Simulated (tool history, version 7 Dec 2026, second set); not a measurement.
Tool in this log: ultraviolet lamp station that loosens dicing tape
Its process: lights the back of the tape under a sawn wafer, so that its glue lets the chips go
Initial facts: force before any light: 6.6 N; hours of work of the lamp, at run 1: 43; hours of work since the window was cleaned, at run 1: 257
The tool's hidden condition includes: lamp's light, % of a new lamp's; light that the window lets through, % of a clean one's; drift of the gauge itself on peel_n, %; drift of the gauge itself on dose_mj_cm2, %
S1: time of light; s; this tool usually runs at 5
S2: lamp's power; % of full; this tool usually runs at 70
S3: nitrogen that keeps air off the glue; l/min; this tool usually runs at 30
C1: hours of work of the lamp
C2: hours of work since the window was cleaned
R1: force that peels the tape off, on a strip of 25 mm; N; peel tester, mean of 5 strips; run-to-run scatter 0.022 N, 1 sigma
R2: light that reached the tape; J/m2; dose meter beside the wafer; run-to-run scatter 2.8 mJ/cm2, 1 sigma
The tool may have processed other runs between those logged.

run 1 day=0.000 | S1=5 S2=70 S3=30 | C1=43 C2=257 | R1=1.365 R2=3320
run 2 day=0.800 | S1=5 S2=70 S3=30 | C1=56 C2=269 | R1=1.366 R2=3290
run 3 day=1.588 | S1=5 S2=70 S3=30 | C1=68 C2=281 | R1=1.397 R2=3280
run 4 day=2.538 | S1=5 S2=70 S3=30 | C1=83 C2=296 | R1=1.449 R2=3250
-- day=2.712 window cleaned of glue's vapour
run 5 day=3.238 | S1=5 S2=70 S3=30 | C1=93 C2=8 | R1=1.708 R2=2830
run 6 day=3.850 | S1=5 S2=70 S3=30 | C1=103 C2=18 | R1=1.751 R2=2790
run 7 day=4.562 | S1=5 S2=70 S3=30 | C1=114 C2=29 | R1=1.758 R2=2770
run 8 day=4.979 | S1=5 S2=70 S3=30 | C1=120 C2=35 | R1=1.785 R2=2730
run 9 day=5.546 | S1=5 S2=70 S3=30 | C1=129 C2=44 | R1=1.790 R2=2700
-- day=6.392 window cleaned of glue's vapour, once more
run 10 day=6.458 | S1=5 S2=70 S3=30 | C1=143 C2=1 | R1=1.195 R2=3640
run 11 day=7.442 | S1=5 S2=70 S3=30 | C1=158 C2=16 | R1=1.250 R2=3650
run 12 day=8.388 | S1=5 S2=70 S3=30 | C1=173 C2=31 | R1=1.264 R2=3560
run 13 day=9.067 | S1=5 S2=61 S3=30 | C1=184 C2=42 | R1=1.595 R2=3080
run 14 day=9.479 | S1=5 S2=61 S3=30 | C1=190 C2=48 | R1=1.554 R2=3050
run 15 day=10.050 | S1=5 S2=61 S3=30 | C1=199 C2=57 | R1=1.570 R2=3050
run 16 day=11.004 | S1=5 S2=98 S3=30 | C1=214 C2=72 | R1=0.754 R2=4820
run 17 day=11.500 | S1=5 S2=98 S3=30 | C1=222 C2=80 | R1=0.823 R2=4710
run 18 day=12.117 | S1=9 S2=67 S3=11 | C1=231 C2=89 | R1=1.122 R2=5850
run 19 day=12.933 | S1=9 S2=92 S3=49 | C1=244 C2=102 | R1=0.283 R2=7930
run 20 day=13.888 | S1=4 S2=99 S3=29 | C1=259 C2=117 | R1=1.171 R2=3650
run 21 day=14.483 | S1=8 S2=80 S3=15 | C1=268 C2=126 | R1=0.878 R2=5980
run 22 day=15.067 | S1=8 S2=80 S3=15 | C1=277 C2=135 | R1=0.890 R2=5920
run 23 day=16.017 | S1=3 S2=90 S3=59 | C1=292 C2=150 | R1=1.533 R2=2480
run 24 day=17.004 | S1=3 S2=90 S3=59 | C1=307 C2=165 | R1=1.605 R2=2440
run 25 day=17.950 | S1=3 S2=90 S3=59 | C1=322 C2=180 | R1=1.588 R2=2380

For some of the steps in R1 from one run to the next: how much would appear even if the tool had no hidden state, given the settings, what came in and random variation, and how much remains for the hidden state plus any gauge scatter that the measured result and the result without hidden state don't share?
Run 9 -> 10: window cleaned of glue's vapour, once more. R1 -0.595 N: hidden state -0.602, all else +0.007.
Run 18 -> 19: S2 67 -> 92, S3 11 -> 49. R1 -0.839 N: hidden state -0.234, all else -0.605.
Run 19 -> 20: S1 9 -> 4, S2 92 -> 99, S3 49 -> 29. R1 +0.888 N: hidden state +0.278, all else +0.610.

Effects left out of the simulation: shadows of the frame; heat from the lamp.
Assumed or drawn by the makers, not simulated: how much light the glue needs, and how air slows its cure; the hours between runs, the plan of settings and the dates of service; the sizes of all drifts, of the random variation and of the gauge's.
